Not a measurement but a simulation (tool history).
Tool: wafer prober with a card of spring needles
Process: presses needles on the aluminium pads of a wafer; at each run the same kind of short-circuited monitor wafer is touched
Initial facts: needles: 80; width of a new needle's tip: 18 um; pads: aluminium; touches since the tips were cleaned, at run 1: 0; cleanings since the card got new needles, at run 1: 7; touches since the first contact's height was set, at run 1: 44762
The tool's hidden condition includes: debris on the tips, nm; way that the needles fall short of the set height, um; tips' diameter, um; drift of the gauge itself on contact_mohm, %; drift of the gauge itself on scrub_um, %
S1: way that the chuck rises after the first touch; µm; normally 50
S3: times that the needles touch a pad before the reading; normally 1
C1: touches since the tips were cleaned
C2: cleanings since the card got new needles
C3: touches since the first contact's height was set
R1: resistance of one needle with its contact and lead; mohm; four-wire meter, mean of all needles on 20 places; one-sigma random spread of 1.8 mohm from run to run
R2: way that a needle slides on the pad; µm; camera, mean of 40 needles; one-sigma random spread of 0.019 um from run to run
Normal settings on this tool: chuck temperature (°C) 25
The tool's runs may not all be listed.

Run 1, hour 0: usual settings; C1 0; C2 7; C3 44762. Result: R1 202 mohm, R2 6.29 µm.
Run 2, hour 11.6: usual settings; C1 2466; C2 7; C3 47228. Result: R1 254 mohm, R2 6.25 µm.
Run 3, hour 22.1: usual settings; C1 4716; C2 7; C3 49478. Result: R1 272 mohm, R2 6.27 µm.
At hour 27.8: tips cleaned on abrasive film.
Run 4, hour 31.6: usual settings; C1 805; C2 8; C3 51484. Result: R1 230 mohm, R2 6.24 µm.
Run 5, hour 39.2: usual settings; C1 2443; C2 8; C3 53122. Result: R1 258 mohm, R2 6.26 µm.
Run 6, hour 48.2: usual settings; C1 4347; C2 8; C3 55026. Result: R1 267 mohm, R2 6.24 µm.
At hour 55.4: tips cleaned on abrasive film.
Run 7, hour 59.9: usual settings; C1 959; C2 9; C3 57509. Result: R1 233 mohm, R2 6.21 µm.
Run 8, hour 66.3: usual settings but S1 51 µm; C1 2337; C2 9; C3 58887. Result: R1 253 mohm, R2 6.37 µm.
Run 9, hour 73.1: usual settings but S1 45 µm, chuck temperature (°C) 30, S3 2; C1 3781; C2 9; C3 60331. Result: R1 255 mohm, R2 5.62 µm.
At hour 83.4: tips cleaned on abrasive film.
Run 10, hour 84.3: usual settings but S1 54 µm, chuck temperature (°C) 59, S3 2; C1 192; C2 10; C3 62699. Result: R1 204 mohm, R2 6.72 µm.
Run 11, hour 93.1: usual settings but S1 54 µm, chuck temperature (°C) 63, S3 2; C1 2073; C2 10; C3 64580. Result: R1 228 mohm, R2 6.72 µm.
Run 12, hour 103.8: usual settings but S1 37 µm, chuck temperature (°C) 29; C1 4360; C2 10; C3 66867. Result: R1 350 mohm, R2 4.59 µm.
Run 13, hour 109.5: usual settings but S1 65 µm, chuck temperature (°C) 86; C1 5570; C2 10; C3 68077. Result: R1 246 mohm, R2 8.15 µm.
At hour 111.2: tips cleaned on abrasive film.
Run 14, hour 117.3: usual settings but S1 65 µm, chuck temperature (°C) 86; C1 1289; C2 11; C3 69716. Result: R1 223 mohm, R2 8.1 µm.
Run 15, hour 126.9: usual settings but S1 34 µm, chuck temperature (°C) 50, S3 2; C1 3347; C2 11; C3 71774. Result: R1 304 mohm, R2 4.16 µm.
Run 16, hour 134.7: usual settings but S1 34 µm, chuck temperature (°C) 50, S3 2; C1 5004; C2 11; C3 73431. Result: R1 320 mohm, R2 4.19 µm.

Results per run with the tool's hidden condition removed, run-to-run variation unchanged:
run   R1    R2
  1  194  6.38
  2  189  6.35
  3  191  6.36
  4  193  6.35
  5  191  6.37
  6  187  6.35
  7  193  6.33
  8  189   6.5
  9  197  5.75
 10  195  6.86
 11  198  6.86
 12  203  4.73
 13  198  8.29
 14  196  8.26
 15  209  4.32
 16  213  4.34
